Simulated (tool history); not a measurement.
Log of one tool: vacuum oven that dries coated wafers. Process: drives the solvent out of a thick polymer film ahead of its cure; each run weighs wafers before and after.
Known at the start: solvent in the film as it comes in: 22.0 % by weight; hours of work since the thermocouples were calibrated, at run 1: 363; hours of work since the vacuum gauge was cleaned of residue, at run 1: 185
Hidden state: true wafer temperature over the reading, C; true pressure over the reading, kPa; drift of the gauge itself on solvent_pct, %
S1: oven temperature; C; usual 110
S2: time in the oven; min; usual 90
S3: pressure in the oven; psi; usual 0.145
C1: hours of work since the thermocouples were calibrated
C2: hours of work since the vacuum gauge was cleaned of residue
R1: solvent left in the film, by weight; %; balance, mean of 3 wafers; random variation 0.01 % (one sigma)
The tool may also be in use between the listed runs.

run   hour   S1   S2     S3   C1   C2    R1
  1    0.0  110   90  0.145  363  185  1.00
  2   27.0  110   90  0.145  381  203  1.01
  3   45.6  110   90  0.483  394  216  2.10
  4   67.4  110   90  0.483  409  231  2.12
  5   91.4  110   90  0.145  425  247  0.96
  6  115.8  110   90  0.145  441  263  0.98
     118.9  -- vacuum gauge cleaned of residue and calibrated
  7  135.1  110   90  0.145  453   11  1.00
  8  156.9  110   90  0.145  468   26  0.98
  9  169.4  110   90  0.145  477   34  0.97
     181.4  -- vacuum gauge cleaned of residue and calibrated, once more
 10  199.0  110   90  0.145  495   12  0.94
 11  219.5  124  145  0.303  509   26  0.65
 12  248.8  124  145  0.303  529   46  0.62
 13  269.8  124   74  0.470  543   60  1.03
 14  286.5  114   71  0.203  554   71  1.05
 15  316.4  103   90  0.203  575   91  2.49
 16  345.8  121  124  0.554  595  111  1.32
 17  367.4   96  113  0.348  609  126  4.38
 18  383.3   96  113  0.348  620  136  4.38
 19  413.5   95  113  0.117  640  157  3.62

Forecast each of these 4 alternatives for the next run:
  A  435.5  119   90  0.145  655  172   ?
  B  435.5  107  153  0.117  655  172   ?
  C  435.5  110   91  0.200  655  172   ?
  D  435.5  121  120  0.117  655  172   ?

run    R1
  A  0.40
  B  0.54
  C  1.08
  D  0.28
Without the tool's hidden state the same runs would have given:
run    R1
  A  0.43
  B  0.59
  C  1.24
  D  0.28
